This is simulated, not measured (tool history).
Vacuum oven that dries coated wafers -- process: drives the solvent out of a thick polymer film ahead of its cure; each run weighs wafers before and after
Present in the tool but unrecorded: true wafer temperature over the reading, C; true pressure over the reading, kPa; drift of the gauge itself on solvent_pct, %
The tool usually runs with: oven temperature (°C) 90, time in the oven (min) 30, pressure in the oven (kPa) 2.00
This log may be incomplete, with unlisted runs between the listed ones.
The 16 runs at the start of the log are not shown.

run    hour  oven temperature (°C)  time in the oven (min)  pressure in the oven (kPa)  hours of work since the thermocouples were calibrated  hours of work since the vacuum gauge was cleaned of residue  solvent left in the film (%)
 17  1633.3                     90                      30                        3.70                                                    258                                                         1243                          2.63
 18  1731.5                     90                      30                        3.70                                                    301                                                         1286                          2.62
 19  1792.6                     90                      30                        3.70                                                    327                                                         1312                          2.65
 20  1900.9                     87                      34                        2.57                                                    374                                                         1359                          2.51
 21  1981.3                     90                      34                        5.14                                                    409                                                         1394                          2.87
 22  2043.3                     90                      35                        1.16                                                    436                                                         1421                          1.24
 23  2106.0                     93                      26                        1.04                                                    463                                                         1449                          1.45
 24  2172.0                     93                      26                        1.04                                                    492                                                         1477                          1.50
 25  2252.4                     97                      30                        7.15                                                    527                                                         1512                          2.52
 26  2346.3                     97                      30                        7.15                                                    568                                                         1553                          2.50
 27  2404.9                     97                      30                        7.15                                                    593                                                         1578                          2.50
 28  2502.8                     95                      15                        2.00                                                    636                                                         1621                          3.61
 29  2572.2                     95                      19                        7.82                                                    666                                                         1651                          4.26
 30  2639.8                     88                      25                        2.63                                                    695                                                         1680                          3.52
 31  2693.3                     88                      21                        3.19                                                    719                                                         1704                          4.61
 32  2778.3                     88                      21                        3.19                                                    755                                                         1741                          4.62
 33  2866.4                     88                      21                        3.19                                                    794                                                         1779                          4.67
 34  2947.7                     88                      21                        3.19                                                    829                                                         1814                          4.61
 35  3046.9                     88                      21                        3.19                                                    872                                                         1857                          4.64
 36  3147.7                     88                      23                        5.20                                                    916                                                         1901                          4.92

Below are 4 alternative next runs, each starting from the tool's condition after run 36. Predict each:
  A  3232.6                     88                      23                        6.21                                                    953                                                         1938                             ?
  B  3232.6                     83                      46                        5.53                                                    953                                                         1938                             ?
  C  3232.6                    102                      22                        3.47                                                    953                                                         1938                             ?
  D  3232.6                     96                      23                        1.92                                                    953                                                         1938                             ?

run  solvent left in the film (%)
  A                          5.29
  B                          3.96
  C                          1.22
  D                          1.56
Stripped of hidden state, with their random variation kept, the same runs would have yielded:
run  solvent left in the film (%)
  A                          5.31
  B                          3.97
  C                          1.22
  D                          1.57
